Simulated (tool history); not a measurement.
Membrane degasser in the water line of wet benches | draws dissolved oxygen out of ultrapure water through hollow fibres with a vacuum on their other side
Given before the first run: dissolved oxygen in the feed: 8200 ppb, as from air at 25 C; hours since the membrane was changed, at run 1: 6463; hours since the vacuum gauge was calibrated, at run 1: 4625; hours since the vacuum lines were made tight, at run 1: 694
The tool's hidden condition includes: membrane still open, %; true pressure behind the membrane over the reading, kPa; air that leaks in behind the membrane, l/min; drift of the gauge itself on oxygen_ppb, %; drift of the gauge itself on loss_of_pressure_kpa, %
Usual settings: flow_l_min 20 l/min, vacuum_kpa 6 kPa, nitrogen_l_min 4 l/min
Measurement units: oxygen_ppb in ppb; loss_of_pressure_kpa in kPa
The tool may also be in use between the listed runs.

run      day  flow_l_min  vacuum_kpa  nitrogen_l_min  hours since the membrane was changed  hours since the vacuum gauge was calibrated  hours since the vacuum lines were made tight  oxygen_ppb  loss_of_pressure_kpa
  1        0          20           6               4                                  6463                                         4625                                           694         325                 40.77
      10.638  -- vacuum gauge calibrated
  2   11.317          20           6               4                                  6734                                           16                                           965       328.8                 40.82
  3   23.662          20           6            4.73                                  7031                                          313                                          1261       319.4                 40.51
  4   38.142          20           6            4.73                                  7378                                          660                                          1609       321.5                 40.66
  5     52.5          20           6            4.73                                  7723                                         1005                                          1953       324.5                 40.46
  6   60.271          20           6            4.73                                  7909                                         1191                                          2140       326.8                 40.62
  7   67.467          20        9.56               4                                  8082                                         1364                                          2312       366.9                 40.82
  8   81.638          20        9.56               4                                  8422                                         1704                                          2653       365.4                 40.43
  9   93.471          20        9.56               4                                  8706                                         1988                                          2937       368.5                 40.89
 10  106.375          20        9.56               4                                  9016                                         2298                                          3246       370.4                 40.47
 11  114.821          20        9.56               4                                  9218                                         2500                                          3449         360                 40.56
 12  126.717          20        6.73               4                                  9504                                         2786                                          3734       332.3                 40.49
 13  138.329          20        6.73               4                                  9783                                         3065                                          4013       338.4                 40.84
 14  147.692          20        6.73               4                                 10007                                         3289                                          4238         350                 40.94
 15  157.912          20       14.35               4                                 10253                                         3535                                          4483       423.6                 40.64
     164.362  -- seals of the vacuum lines changed
 16  168.458          27           6               4                                 10504                                         3786                                            98       621.7                  54.7
 17  181.321          27           6               4                                 10812                                         4094                                           407       631.6                 55.04
 18  190.096          20           6            1.64                                 11023                                         4305                                           618       366.8                 40.31
 19  199.454          20       12.41            1.66                                 11248                                         4530                                           842       528.3                 40.81
 20  206.975          26        4.51            1.66                                 11428                                         4710                                          1023       576.3                 52.57
     214.742  -- vacuum gauge calibrated
 21  221.304          15        6.15            2.29                                 11772                                          157                                          1366       178.7                 30.41
 22  235.658          25           6            2.84                                 12116                                          502                                          1711       555.5                 50.92
 23  244.721          25           6            2.84                                 12334                                          719                                          1928       558.7                 51.08
 24  250.996          15        5.08             1.8                                 12484                                          870                                          2079       169.3                 30.44
 25  257.379          18        5.15            8.21                                 12637                                         1023                                          2232       232.7                 36.59
 26  265.275          20         5.9            8.36                                 12827                                         1213                                          2421       318.9                 40.62
 27  278.983          27        6.95             3.9                                 13156                                         1542                                          2750       651.5                 54.91
     281.125  -- membrane cartridge changed
 28  288.971          28         4.4            4.35                                   188                                         1777                                          2986       645.2                 57.16
 29  303.133          26       12.79            2.52                                   528                                         2117                                          3326       736.5                 52.69
 30  310.746          25       11.35            2.52                                   711                                         2300                                          3509       665.1                 50.72
 31  319.338          16       12.96             1.7                                   917                                         2506                                          3715       360.3                 32.64

For each entry between runs, how does the tool's hidden state at the last listed run before it compare with that at the first listed run after it?
After run 1, before run 2: vacuum gauge calibrated (day 10.638)
  no hidden state differs between the two runs
After run 15, before run 16: seals of the vacuum lines changed (day 164.362)
  no hidden state differs between the two runs
After run 20, before run 21: vacuum gauge calibrated (day 214.742)
  no hidden state differs between the two runs
After run 27, before run 28: membrane cartridge changed (day 281.125)
  membrane still open, %: 99.9 -> 100

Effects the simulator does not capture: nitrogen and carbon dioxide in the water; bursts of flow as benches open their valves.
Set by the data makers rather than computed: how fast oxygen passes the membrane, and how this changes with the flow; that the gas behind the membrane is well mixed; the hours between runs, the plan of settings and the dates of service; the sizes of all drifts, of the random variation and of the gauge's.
